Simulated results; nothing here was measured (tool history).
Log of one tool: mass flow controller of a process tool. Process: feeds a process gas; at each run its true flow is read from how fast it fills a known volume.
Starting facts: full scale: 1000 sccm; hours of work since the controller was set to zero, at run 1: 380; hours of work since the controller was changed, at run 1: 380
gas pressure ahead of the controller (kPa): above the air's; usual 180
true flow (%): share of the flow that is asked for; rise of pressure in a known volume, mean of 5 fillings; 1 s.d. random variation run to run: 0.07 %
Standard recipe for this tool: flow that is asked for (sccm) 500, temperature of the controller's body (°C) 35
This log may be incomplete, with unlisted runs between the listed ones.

run,day,flow that is asked for (sccm),gas pressure ahead of the controller (kPa),temperature of the controller's body (°C),hours of work since the controller was set to zero,hours of work since the controller was changed,true flow (%)
1,0.000,500,180,35,380,380,97.66
2,7.992,500,180,35,497,497,97.73
3,22.433,500,264,35,710,710,97.60
4,35.500,500,180,35,902,902,97.65
5,42.438,500,180,29,1004,1004,98.01
6,55.779,500,180,29,1200,1200,97.89
7,69.721,161,180,35,1405,1405,96.53
8,78.917,161,180,35,1541,1541,96.37
9,88.400,161,180,35,1680,1680,96.44
10,101.267,500,180,35,1869,1869,97.52
11,107.325,500,180,35,1958,1958,97.62
12,116.162,500,180,35,2088,2088,97.54
13,123.662,500,180,35,2199,2199,97.51
14,137.108,500,180,35,2397,2397,97.61
15,143.221,500,180,22,2486,2486,98.14
16,157.446,500,180,22,2696,2696,98.06
17,164.000,500,180,22,2792,2792,98.14
18,174.342,500,180,22,2944,2944,98.21
19,185.404,500,180,22,3107,3107,98.06
20,193.717,500,180,22,3229,3229,98.09
21,207.288,500,180,28,3429,3429,97.74
22,220.171,500,180,35,3618,3618,97.16
23,226.088,500,180,21,3705,3705,98.01
24,234.658,500,180,21,3832,3832,98.10
25,242.204,500,156,35,3942,3942,97.35
26,250.029,270,175,35,4058,4058,96.35
27,259.133,204,180,35,4192,4192,96.22
28,271.325,541,180,34,4371,4371,97.29
29,283.708,461,221,26,4553,4553,97.31
30,289.804,461,189,35,4643,4643,97.00
31,300.362,461,189,35,4798,4798,96.96
32,309.638,933,171,35,4934,4934,98.66
33,321.750,437,180,27,5113,5113,97.33
34,328.033,437,180,27,5205,5205,97.24
35,340.817,500,180,28,5393,5393,97.54
# day 342.504: gauge calibrated
36,347.321,500,180,28,5489,5489,98.25
37,354.867,149,160,21,5600,5600,97.23
38,365.362,196,158,38,5754,5754,96.59
39,376.850,890,248,35,5923,5923,98.81
40,386.338,890,248,35,6063,6063,98.72
41,397.092,890,248,35,6221,6221,98.81
42,403.396,890,248,35,6314,6314,98.79
43,411.704,890,248,35,6436,6436,98.89
44,420.708,890,248,35,6568,6568,98.92
# day 426.133: controller exchanged for a calibrated one
45,427.929,798,240,21,26,26,99.26

Each run again, without the hidden state but with its own random variation kept:
The tool's hidden condition here consists of: flow at rest that the sensor doesn't see, % of full scale; true flow over the shown one, %; drift of the gauge itself on true_pct, %.
run,true flow (%)
1,97.66
2,97.75
3,97.64
4,97.73
5,98.10
6,98.01
7,96.69
8,96.55
9,96.64
10,97.74
11,97.85
12,97.79
13,97.78
14,97.91
15,98.45
16,98.40
17,98.50
18,98.59
19,98.46
20,98.51
21,98.18
22,97.63
23,98.50
24,98.61
25,97.86
26,96.89
27,96.79
28,97.87
29,97.92
30,97.62
31,97.60
32,99.33
33,98.03
34,97.94
35,98.27
36,98.25
37,97.29
38,96.65
39,98.85
40,98.79
41,98.90
42,98.89
43,99.01
44,99.06
45,99.45

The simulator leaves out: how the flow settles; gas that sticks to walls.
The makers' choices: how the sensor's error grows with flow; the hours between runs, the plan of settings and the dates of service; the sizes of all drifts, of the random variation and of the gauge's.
